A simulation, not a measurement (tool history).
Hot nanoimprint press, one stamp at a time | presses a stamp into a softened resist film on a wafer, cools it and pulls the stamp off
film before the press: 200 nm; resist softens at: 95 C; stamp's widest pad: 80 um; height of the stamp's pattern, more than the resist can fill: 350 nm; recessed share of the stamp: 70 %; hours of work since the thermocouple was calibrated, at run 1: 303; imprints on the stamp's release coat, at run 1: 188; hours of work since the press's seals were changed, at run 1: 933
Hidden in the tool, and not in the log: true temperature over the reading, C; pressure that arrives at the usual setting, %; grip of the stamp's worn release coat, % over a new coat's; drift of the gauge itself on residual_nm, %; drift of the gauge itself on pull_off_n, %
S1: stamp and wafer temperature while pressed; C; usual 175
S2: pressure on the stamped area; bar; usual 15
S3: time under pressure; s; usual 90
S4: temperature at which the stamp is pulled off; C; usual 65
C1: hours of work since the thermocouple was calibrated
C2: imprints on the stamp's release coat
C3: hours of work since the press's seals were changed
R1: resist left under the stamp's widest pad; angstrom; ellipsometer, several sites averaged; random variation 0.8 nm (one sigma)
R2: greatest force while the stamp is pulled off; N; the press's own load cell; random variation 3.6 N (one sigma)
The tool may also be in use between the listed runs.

| run | hour | S1 | S2 | S3 | S4 | C1 | C2 | C3 | R1 | R2 |
|---|---|---|---|---|---|---|---|---|---|---|
| 1 | 0 | 175 | 15 | 90 | 65 | 303 | 188 | 933 | 1017 | 173 |
|  | 66.5 | press's hydraulic seals changed and the load cell set to zero |
| 2 | 97.8 | 175 | 15 | 90 | 65 | 374 | 518 | 25 | 1003 | 190 |
| 3 | 196.4 | 175 | 12.4 | 90 | 65 | 453 | 880 | 103 | 1072 | 205 |
|  | 227.5 | stamp cleaned and given a new release coat |
|  | 272.9 | plate thermocouple calibrated |
| 4 | 286.5 | 175 | 12.4 | 90 | 65 | 11 | 206 | 168 | 1017 | 166 |
| 5 | 370.9 | 175 | 12.4 | 90 | 65 | 78 | 515 | 235 | 1001 | 178 |
| 6 | 433.4 | 175 | 15 | 90 | 65 | 128 | 745 | 284 | 919 | 189 |
| 7 | 493.2 | 175 | 15 | 90 | 65 | 175 | 964 | 332 | 919 | 197 |
|  | 507.9 | stamp cleaned and given a new release coat |
| 8 | 573.8 | 175 | 15 | 90 | 65 | 234 | 242 | 391 | 923 | 160 |
| 9 | 673.3 | 175 | 15 | 90 | 65 | 313 | 608 | 470 | 904 | 175 |
| 10 | 734.2 | 175 | 15 | 90 | 65 | 362 | 831 | 519 | 902 | 187 |
|  | 777.9 | stamp cleaned and given a new release coat |
| 11 | 782.8 | 175 | 10.8 | 90 | 65 | 396 | 17 | 552 | 1024 | 155 |
|  | 802.7 | plate thermocouple calibrated, once more |
| 12 | 845.4 | 171 | 15 | 90 | 65 | 34 | 236 | 600 | 1177 | 179 |
| 13 | 893.8 | 175 | 15 | 90 | 71 | 72 | 414 | 638 | 1051 | 162 |
| 14 | 942.6 | 175 | 15 | 90 | 71 | 111 | 593 | 677 | 1039 | 169 |
| 15 | 1028.9 | 175 | 15 | 90 | 71 | 180 | 910 | 746 | 1041 | 191 |
|  | 1053.7 | stamp cleaned and given a new release coat |
| 16 | 1113.2 | 167 | 10.3 | 180 | 68 | 242 | 218 | 808 | 1154 | 167 |
| 17 | 1195.1 | 179 | 11 | 49 | 68 | 307 | 519 | 873 | 1262 | 169 |
| 18 | 1249.1 | 175 | 12.1 | 174 | 54 | 350 | 717 | 916 | 872 | 246 |
|  | 1326.6 | stamp cleaned and given a new release coat |
|  | 1341.6 | press's hydraulic seals changed and the load cell set to zero |
| 19 | 1360.6 | 175 | 12.1 | 174 | 67 | 427 | 95 | 15 | 841 | 157 |
| 20 | 1449.8 | 175 | 12.1 | 174 | 67 | 498 | 423 | 86 | 833 | 173 |
|  | 1466.2 | plate thermocouple calibrated |
| 21 | 1535.6 | 175 | 12.1 | 174 | 67 | 55 | 727 | 152 | 892 | 194 |
| 22 | 1594.4 | 175 | 15 | 119 | 65 | 102 | 943 | 198 | 934 | 220 |
|  | 1610.4 | stamp cleaned and given a new release coat |
| 23 | 1659.1 | 167 | 15 | 122 | 65 | 148 | 178 | 245 | 1155 | 179 |
| 24 | 1748.6 | 167 | 9.3 | 105 | 65 | 220 | 507 | 316 | 1410 | 190 |
| 25 | 1831.4 | 181 | 13.9 | 98 | 65 | 285 | 811 | 382 | 851 | 199 |
|  | 1882 | stamp cleaned and given a new release coat |
| 26 | 1911.2 | 181 | 17.7 | 161 | 61 | 344 | 107 | 441 | 633 | 179 |
| 27 | 1999.7 | 172 | 12.1 | 52 | 62 | 414 | 432 | 511 | 1391 | 197 |
| 28 | 2090.6 | 175 | 13.5 | 48 | 65 | 486 | 765 | 583 | 1276 | 201 |

Forecast each of these 3 alternatives for the next run:
|  | 2116.6 | plate thermocouple calibrated |
|  | 2157.1 | stamp cleaned and given a new release coat |
| A | 2193.2 | 168 | 13.5 | 48 | 61 | 56 | 133 | 657 | ? | ? |
|  | 2116.6 | plate thermocouple calibrated |
|  | 2157.1 | stamp cleaned and given a new release coat |
| B | 2193.2 | 175 | 18.6 | 48 | 65 | 56 | 133 | 657 | ? | ? |
|  | 2116.6 | plate thermocouple calibrated |
|  | 2157.1 | stamp cleaned and given a new release coat |
| C | 2193.2 | 175 | 13.5 | 68 | 65 | 56 | 133 | 657 | ? | ? |

| run | R1 | R2 |
|---|---|---|
| A | 1523 | 188 |
| B | 1193 | 170 |
| C | 1211 | 178 |
Without the tool's hidden state the same runs would have given:
| run | R1 | R2 |
|---|---|---|
| A | 1522 | 182 |
| B | 1187 | 165 |
| C | 1209 | 173 |
